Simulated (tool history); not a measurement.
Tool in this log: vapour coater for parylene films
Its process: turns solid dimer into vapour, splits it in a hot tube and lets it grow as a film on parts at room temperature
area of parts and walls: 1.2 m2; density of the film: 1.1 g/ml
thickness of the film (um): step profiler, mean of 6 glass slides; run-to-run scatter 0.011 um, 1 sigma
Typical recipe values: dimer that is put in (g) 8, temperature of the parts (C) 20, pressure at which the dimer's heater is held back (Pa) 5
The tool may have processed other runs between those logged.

run,day,dimer that is put in (g),temperature of the parts (C),pressure at which the dimer's heater is held back (Pa),thickness of the film (um)
1,0,8,20,5,2.91
2,2.329,8,20,5,2.91
3,3.733,8,20,5,2.92
4,6.408,8,20,5,2.92
5,7.571,8,20,5,2.89
# day 7.975: trap's valve overhauled
6,10.3,8,20,4.31,2.93
7,11.538,8,20,4.31,2.94
8,13.333,8,20,4.31,2.94
# day 14.783: trap's valve overhauled, once more
9,15.75,8,20,5.37,2.91
10,17.088,14,20,4.14,5.24
11,19.525,8,20,5.9,2.85
12,20.633,8,20,5.9,2.86
13,22.721,11,14,5.9,4.47
14,24.071,3,22,11.9,0.95

Consider 4 possible next runs. They are alternatives, not a sequence: every one starts from the tool as it was left by run 14. What does each give?
A,25.825,3,22,2.64,?
B,25.825,4,13,9.32,?
C,25.825,8,14,5,?
D,25.825,8,14,5,?

run,thickness of the film (um)
A,1.13
B,1.55
C,3.28
D,3.3
With the hidden condition removed and each run's random variation left untouched, the same runs would have given:
run,thickness of the film (um)
A,1.12
B,1.54
C,3.26
D,3.29
